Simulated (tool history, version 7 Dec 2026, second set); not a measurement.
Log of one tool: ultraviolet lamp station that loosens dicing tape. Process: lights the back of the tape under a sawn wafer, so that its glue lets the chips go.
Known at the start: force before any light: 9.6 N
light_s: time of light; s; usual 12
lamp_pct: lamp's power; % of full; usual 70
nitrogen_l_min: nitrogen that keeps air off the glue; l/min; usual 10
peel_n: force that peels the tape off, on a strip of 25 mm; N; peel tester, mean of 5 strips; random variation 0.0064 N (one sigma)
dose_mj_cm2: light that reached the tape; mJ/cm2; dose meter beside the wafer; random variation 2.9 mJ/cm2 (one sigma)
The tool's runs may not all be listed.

run 1 day=0 | light_s=12 lamp_pct=70 nitrogen_l_min=10 | peel_n=0.271 dose_mj_cm2=393
run 2 day=2.1 | light_s=12 lamp_pct=79 nitrogen_l_min=10 | peel_n=0.208 dose_mj_cm2=432
run 3 day=4.208 | light_s=12 lamp_pct=70 nitrogen_l_min=10 | peel_n=0.277 dose_mj_cm2=379
run 4 day=7.521 | light_s=12 lamp_pct=70 nitrogen_l_min=6 | peel_n=0.548 dose_mj_cm2=370
run 5 day=10.317 | light_s=12 lamp_pct=70 nitrogen_l_min=10 | peel_n=0.333 dose_mj_cm2=366
run 6 day=12.142 | light_s=12 lamp_pct=70 nitrogen_l_min=10 | peel_n=0.334 dose_mj_cm2=360
run 7 day=13.921 | light_s=12 lamp_pct=70 nitrogen_l_min=10 | peel_n=0.345 dose_mj_cm2=354
run 8 day=17.204 | light_s=12 lamp_pct=70 nitrogen_l_min=10 | peel_n=0.362 dose_mj_cm2=351
run 9 day=20.067 | light_s=12 lamp_pct=70 nitrogen_l_min=10 | peel_n=0.393 dose_mj_cm2=344
run 10 day=22.612 | light_s=12 lamp_pct=70 nitrogen_l_min=10 | peel_n=0.404 dose_mj_cm2=336
run 11 day=26.267 | light_s=12 lamp_pct=70 nitrogen_l_min=10 | peel_n=0.432 dose_mj_cm2=332
run 12 day=28.296 | light_s=12 lamp_pct=70 nitrogen_l_min=10 | peel_n=0.446 dose_mj_cm2=331
-- day=28.65 window cleaned of glue's vapour
run 13 day=30.3 | light_s=12 lamp_pct=70 nitrogen_l_min=10 | peel_n=0.481 dose_mj_cm2=316
run 14 day=31.992 | light_s=12 lamp_pct=70 nitrogen_l_min=10 | peel_n=0.51 dose_mj_cm2=317
run 15 day=35.275 | light_s=12 lamp_pct=70 nitrogen_l_min=10 | peel_n=0.519 dose_mj_cm2=308
-- day=36.983 window cleaned of glue's vapour, once more
run 16 day=36.983 | light_s=12 lamp_pct=70 nitrogen_l_min=10 | peel_n=0.41 dose_mj_cm2=337
run 17 day=40.254 | light_s=12 lamp_pct=70 nitrogen_l_min=10 | peel_n=0.418 dose_mj_cm2=331
run 18 day=41.862 | light_s=12 lamp_pct=70 nitrogen_l_min=10 | peel_n=0.451 dose_mj_cm2=327
run 19 day=43.571 | light_s=12 lamp_pct=70 nitrogen_l_min=10 | peel_n=0.442 dose_mj_cm2=321
run 20 day=46.342 | light_s=12 lamp_pct=70 nitrogen_l_min=10 | peel_n=0.476 dose_mj_cm2=319
run 21 day=48.675 | light_s=12 lamp_pct=84 nitrogen_l_min=10 | peel_n=0.307 dose_mj_cm2=370
run 22 day=51.646 | light_s=7 lamp_pct=91 nitrogen_l_min=19 | peel_n=0.629 dose_mj_cm2=231
run 23 day=54.317 | light_s=7 lamp_pct=66 nitrogen_l_min=10 | peel_n=1.97 dose_mj_cm2=165
run 24 day=56.346 | light_s=7 lamp_pct=76 nitrogen_l_min=10 | peel_n=1.598 dose_mj_cm2=192
run 25 day=57.925 | light_s=7 lamp_pct=76 nitrogen_l_min=10 | peel_n=1.578 dose_mj_cm2=181
run 26 day=59.396 | light_s=7 lamp_pct=75 nitrogen_l_min=14 | peel_n=1.386 dose_mj_cm2=184
run 27 day=62.662 | light_s=7 lamp_pct=75 nitrogen_l_min=14 | peel_n=1.418 dose_mj_cm2=180
run 28 day=65.862 | light_s=8 lamp_pct=75 nitrogen_l_min=6 | peel_n=1.941 dose_mj_cm2=198
-- day=68.804 window cleaned of glue's vapour
run 29 day=69.521 | light_s=11 lamp_pct=62 nitrogen_l_min=20 | peel_n=0.578 dose_mj_cm2=238
run 30 day=71.596 | light_s=23 lamp_pct=71 nitrogen_l_min=7 | peel_n=0.149 dose_mj_cm2=557
run 31 day=73.946 | light_s=19 lamp_pct=73 nitrogen_l_min=3 | peel_n=0.643 dose_mj_cm2=466
run 32 day=77.262 | light_s=19 lamp_pct=73 nitrogen_l_min=3 | peel_n=0.664 dose_mj_cm2=460
run 33 day=78.942 | light_s=12 lamp_pct=67 nitrogen_l_min=10 | peel_n=0.772 dose_mj_cm2=264
run 34 day=81.012 | light_s=6 lamp_pct=94 nitrogen_l_min=10 | peel_n=1.664 dose_mj_cm2=181
-- day=81.317 lamp changed
run 35 day=82.971 | light_s=6 lamp_pct=85 nitrogen_l_min=16 | peel_n=0.577 dose_mj_cm2=250
run 36 day=85.067 | light_s=6 lamp_pct=85 nitrogen_l_min=16 | peel_n=0.611 dose_mj_cm2=246
run 37 day=87.45 | light_s=6 lamp_pct=85 nitrogen_l_min=16 | peel_n=0.609 dose_mj_cm2=245
run 38 day=89.171 | light_s=6 lamp_pct=85 nitrogen_l_min=16 | peel_n=0.63 dose_mj_cm2=241
run 39 day=92.717 | light_s=6 lamp_pct=85 nitrogen_l_min=16 | peel_n=0.678 dose_mj_cm2=239
run 40 day=96.367 | light_s=12 lamp_pct=66 nitrogen_l_min=4 | peel_n=0.89 dose_mj_cm2=362
run 41 day=98.225 | light_s=12 lamp_pct=66 nitrogen_l_min=4 | peel_n=0.899 dose_mj_cm2=354
-- day=100.583 window cleaned of glue's vapour
run 42 day=100.858 | light_s=21 lamp_pct=73 nitrogen_l_min=15 | peel_n=0.069 dose_mj_cm2=724

5 ways to go on from here, each from the tool as it stands after run 42. What would each give?
run A day=102.612 | light_s=13 lamp_pct=73 nitrogen_l_min=7 | peel_n=? dose_mj_cm2=?
run B day=102.612 | light_s=10 lamp_pct=98 nitrogen_l_min=20 | peel_n=? dose_mj_cm2=?
run C day=102.612 | light_s=12 lamp_pct=89 nitrogen_l_min=10 | peel_n=? dose_mj_cm2=?
run D day=102.612 | light_s=10 lamp_pct=68 nitrogen_l_min=3 | peel_n=? dose_mj_cm2=?
run E day=102.612 | light_s=12 lamp_pct=63 nitrogen_l_min=10 | peel_n=? dose_mj_cm2=?

run=A peel_n=0.273 dose_mj_cm2=447
run=B peel_n=0.092 dose_mj_cm2=458
run=C peel_n=0.125 dose_mj_cm2=510
run=D peel_n=1.453 dose_mj_cm2=324
run=E peel_n=0.346 dose_mj_cm2=360
Without the tool's hidden state the same runs would have given:
run=A peel_n=0.214 dose_mj_cm2=487
run=B peel_n=0.079 dose_mj_cm2=499
run=C peel_n=0.102 dose_mj_cm2=555
run=D peel_n=1.233 dose_mj_cm2=352
run=E peel_n=0.27 dose_mj_cm2=392
